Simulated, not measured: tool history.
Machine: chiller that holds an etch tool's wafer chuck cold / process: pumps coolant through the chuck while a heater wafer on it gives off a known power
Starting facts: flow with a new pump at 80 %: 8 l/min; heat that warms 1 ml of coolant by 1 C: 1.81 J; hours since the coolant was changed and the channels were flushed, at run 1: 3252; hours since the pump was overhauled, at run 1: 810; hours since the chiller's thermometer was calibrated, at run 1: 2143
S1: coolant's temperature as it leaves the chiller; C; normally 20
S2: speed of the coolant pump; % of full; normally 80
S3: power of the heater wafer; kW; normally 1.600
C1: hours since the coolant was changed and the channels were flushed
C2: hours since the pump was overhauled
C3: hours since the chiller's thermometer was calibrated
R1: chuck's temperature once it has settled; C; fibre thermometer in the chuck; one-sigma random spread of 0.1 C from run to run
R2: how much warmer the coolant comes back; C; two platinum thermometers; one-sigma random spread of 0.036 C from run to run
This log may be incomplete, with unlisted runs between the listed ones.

Run 1, hour 0.0: usual settings; C1 3252; C2 810; C3 2143. Result: R1 41.2 C, R2 6.73 C.
At hour 38.5: coolant changed, channels flushed.
Run 2, hour 140.0: usual settings but S1 24 C; C1 101; C2 944; C3 2277. Result: R1 42.2 C, R2 6.74 C.
Run 3, hour 273.8: usual settings but S1 23 C; C1 235; C2 1077; C3 2411. Result: R1 41.3 C, R2 6.80 C.
Run 4, hour 364.1: usual settings; C1 326; C2 1168; C3 2501. Result: R1 38.6 C, R2 6.81 C.
Run 5, hour 435.7: usual settings; C1 397; C2 1239; C3 2573. Result: R1 38.7 C, R2 6.86 C.
Run 6, hour 501.7: usual settings but S3 1.593 kW; C1 463; C2 1305; C3 2639. Result: R1 38.5 C, R2 6.85 C.
Run 7, hour 619.7: usual settings but S3 1.593 kW; C1 581; C2 1423; C3 2757. Result: R1 38.7 C, R2 6.92 C.
Run 8, hour 745.6: usual settings but S3 1.593 kW; C1 707; C2 1549; C3 2883. Result: R1 38.9 C, R2 6.86 C.
Run 9, hour 878.9: usual settings but S2 94 % of full, S3 1.929 kW; C1 840; C2 1683; C3 3016. Result: R1 40.1 C, R2 6.94 C.
At hour 892.6: chiller's thermometer calibrated.
Run 10, hour 1009.3: usual settings but S1 10 C, S2 78 % of full, S3 1.014 kW; C1 970; C2 1812; C3 117. Result: R1 21.5 C, R2 4.52 C.
Run 11, hour 1136.9: usual settings but S1 10 C, S2 78 % of full, S3 1.014 kW; C1 1097; C2 1940; C3 244. Result: R1 21.6 C, R2 4.60 C.
At hour 1191.5: chiller's thermometer calibrated, once more.
Run 12, hour 1219.7: usual settings but S1 13 C, S2 71 % of full, S3 1.206 kW; C1 1179; C2 2021; C3 28. Result: R1 29.9 C, R2 6.03 C.
Run 13, hour 1283.4: usual settings but S1 29 C, S2 94 % of full, S3 1.206 kW; C1 1243; C2 2085; C3 92. Result: R1 42.4 C, R2 4.38 C.
Run 14, hour 1361.3: usual settings but S2 63 % of full; C1 1321; C2 2163; C3 170. Result: R1 44.8 C, R2 9.12 C.

Hidden state or all else? Some run-to-run changes of R1, split into what the settings, what came in and random variation would give without the hidden state, and what is left for the hidden state (with any gauge scatter that isn't in both results):
The hidden state here: heat passed by the chuck's channels, % of clean ones'; flow at a given pump speed, % of a new pump's; coolant's true temperature over the reading, C; drift of the gauge itself on chuck_c, C; drift of the gauge itself on warmer_back_c, C.
Run 1 -> 2: S1 20 -> 24, coolant changed, channels flushed. R1 +1.0 C: hidden state -3.0, all else +4.0.
Run 9 -> 10: S1 20 -> 10, S2 94 -> 78, S3 1.929 -> 1.014, chiller's thermometer calibrated. R1 -18.6 C: hidden state -0.9, all else -17.7.
